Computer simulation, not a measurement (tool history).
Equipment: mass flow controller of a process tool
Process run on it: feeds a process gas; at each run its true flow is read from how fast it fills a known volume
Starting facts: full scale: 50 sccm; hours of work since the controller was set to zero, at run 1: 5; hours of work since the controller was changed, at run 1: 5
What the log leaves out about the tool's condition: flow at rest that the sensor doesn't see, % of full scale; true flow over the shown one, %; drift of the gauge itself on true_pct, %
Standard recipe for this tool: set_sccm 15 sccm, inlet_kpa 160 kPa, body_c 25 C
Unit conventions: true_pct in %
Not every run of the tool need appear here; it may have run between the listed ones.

run	hour	set_sccm	inlet_kpa	body_c	hours of work since the controller was set to zero	hours of work since the controller was changed	true_pct
1	0	15	160	25	5	5	99.22
2	139.9	15	160	25	90	90	99.05
3	224	15	160	25	142	142	99.18
4	384.4	15	160	25	239	239	98.97
5	523.6	15	160	34	324	324	99.43
6	644.2	15	160	34	398	398	99.32
7	786.1	15	160	34	485	485	99.3
8	860.6	31	160	25	530	530	99.23
9	943.7	15	160	23	581	581	98.63
10	1086.5	15	160	23	668	668	98.59
11	1195.6	15	160	23	734	734	98.61
12	1324	15	160	23	813	813	98.6
13	1439.7	15	160	23	883	883	98.43
14	1528	15	160	23	937	937	98.39
# hour 1536.6: controller's zero set anew
15	1637	5	160	25	61	1003	96.83
16	1717	5	160	25	110	1052	96.78
17	1887.2	23	160	25	214	1156	98.48
18	1987.7	23	160	25	275	1217	98.44
# hour 2064.6: controller's zero set anew, once more
19	2114.7	23	160	25	31	1295	98.94
20	2277.8	23	160	33	130	1394	99.37
21	2420.5	23	160	33	217	1481	99.26
22	2500.6	23	160	33	266	1530	99.19
23	2589.3	23	160	33	320	1584	99.21
24	2684.7	23	160	33	378	1642	99.05
25	2781.7	21	142	22	438	1702	98.23
26	2894.6	6	191	37	506	1770	98.89
27	3016.7	12	170	26	581	1845	98.62
28	3126.5	15	169	25	648	1912	98.48
29	3257.8	11	152	21	728	1992	97.89
30	3374.6	11	152	21	799	2063	97.93
31	3467	11	152	21	856	2120	97.81
32	3535.7	11	152	21	898	2162	97.79
33	3643.5	11	152	21	963	2227	97.61
34	3766.9	39	146	27	1039	2303	98.76
35	3884.4	42	147	23	1110	2374	98.57
36	4048.6	15	156	26	1211	2474	98.11
37	4132.7	15	278	25	1262	2526	98.7
38	4289.2	15	278	25	1357	2621	98.82
39	4434.9	15	169	24	1446	2710	97.79
40	4530.7	13	197	26	1505	2769	97.99
41	4688.7	5	198	21	1601	2865	96.71
42	4812.5	10	162	30	1677	2941	97.65
43	4904.4	38	164	25	1733	2997	98.48

The logged runs with the hidden state left out (each run's random variation unchanged):
run	true_pct
1	99.25
2	99.14
3	99.29
4	99.14
5	99.66
6	99.59
7	99.63
8	99.45
9	99.02
10	99.04
11	99.09
12	99.13
13	99
14	98.99
15	99.03
16	99.04
17	99.24
18	99.23
19	99.32
20	99.81
21	99.74
22	99.69
23	99.74
24	99.61
25	98.83
26	99.84
27	99.41
28	99.26
29	98.8
30	98.89
31	98.82
32	98.82
33	98.69
34	99.58
35	99.41
36	99.24
37	99.86
38	100.04
39	99.06
40	99.37
41	99.04
42	99.31
43	99.61
